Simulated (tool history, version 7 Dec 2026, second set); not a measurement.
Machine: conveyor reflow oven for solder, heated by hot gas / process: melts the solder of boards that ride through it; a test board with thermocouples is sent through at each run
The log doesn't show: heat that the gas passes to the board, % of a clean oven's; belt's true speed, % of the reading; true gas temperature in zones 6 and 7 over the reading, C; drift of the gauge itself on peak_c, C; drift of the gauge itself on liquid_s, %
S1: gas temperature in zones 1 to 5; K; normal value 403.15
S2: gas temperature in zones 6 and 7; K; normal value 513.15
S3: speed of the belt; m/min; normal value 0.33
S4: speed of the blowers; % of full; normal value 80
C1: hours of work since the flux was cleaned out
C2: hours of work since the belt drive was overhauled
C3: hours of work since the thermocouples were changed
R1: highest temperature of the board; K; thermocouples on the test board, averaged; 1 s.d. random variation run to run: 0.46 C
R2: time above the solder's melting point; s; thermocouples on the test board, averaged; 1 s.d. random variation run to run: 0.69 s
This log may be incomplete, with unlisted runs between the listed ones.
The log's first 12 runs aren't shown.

run 13 hour=160.8 | S1=403.15 S2=513.15 S3=0.33 S4=80 | C1=234 C2=173 C3=524 | R1=494.45 R2=79.9
run 14 hour=176.5 | S1=403.15 S2=513.15 S3=0.33 S4=80 | C1=245 C2=184 C3=535 | R1=494.55 R2=81
-- hour=184.9 flux residue cleaned out of gas plates and filters
run 15 hour=197.6 | S1=403.15 S2=513.15 S3=0.33 S4=80 | C1=9 C2=195 C3=546 | R1=494.35 R2=81.9
run 16 hour=212 | S1=403.15 S2=528.15 S3=0.386 S4=64 | C1=19 C2=206 C3=556 | R1=493.65 R2=67.7
run 17 hour=220.5 | S1=403.15 S2=523.15 S3=0.35 S4=74 | C1=25 C2=212 C3=562 | R1=498.05 R2=79.8
run 18 hour=229.2 | S1=391.15 S2=503.15 S3=0.294 S4=80 | C1=31 C2=218 C3=569 | R1=487.55 R2=79.4
run 19 hour=242 | S1=389.15 S2=525.15 S3=0.358 S4=80 | C1=40 C2=227 C3=578 | R1=497.95 R2=72.6
run 20 hour=256.9 | S1=389.15 S2=525.15 S3=0.358 S4=80 | C1=51 C2=237 C3=588 | R1=498.65 R2=73.2
run 21 hour=271.1 | S1=413.15 S2=525.15 S3=0.265 S4=80 | C1=61 C2=247 C3=598 | R1=513.35 R2=125.3
run 22 hour=283.9 | S1=413.15 S2=525.15 S3=0.265 S4=80 | C1=70 C2=256 C3=607 | R1=513.85 R2=126.2
run 23 hour=298.4 | S1=413.15 S2=525.15 S3=0.265 S4=83 | C1=80 C2=266 C3=617 | R1=513.65 R2=126.4
run 24 hour=306.2 | S1=407.15 S2=503.15 S3=0.358 S4=50 | C1=85 C2=272 C3=623 | R1=472.35 R2=42

Run 25 comes next. What will it give?
run 25 hour=319.3 | S1=404.15 S2=513.15 S3=0.33 S4=80 | C1=95 C2=281 C3=632 | R1=? R2=?

{"run 25": {"R1": 494.55, "R2": 82.5}}
Had the tool carried no hidden state, the very same run would have given R1 494.55 K, R2 82.5 s.

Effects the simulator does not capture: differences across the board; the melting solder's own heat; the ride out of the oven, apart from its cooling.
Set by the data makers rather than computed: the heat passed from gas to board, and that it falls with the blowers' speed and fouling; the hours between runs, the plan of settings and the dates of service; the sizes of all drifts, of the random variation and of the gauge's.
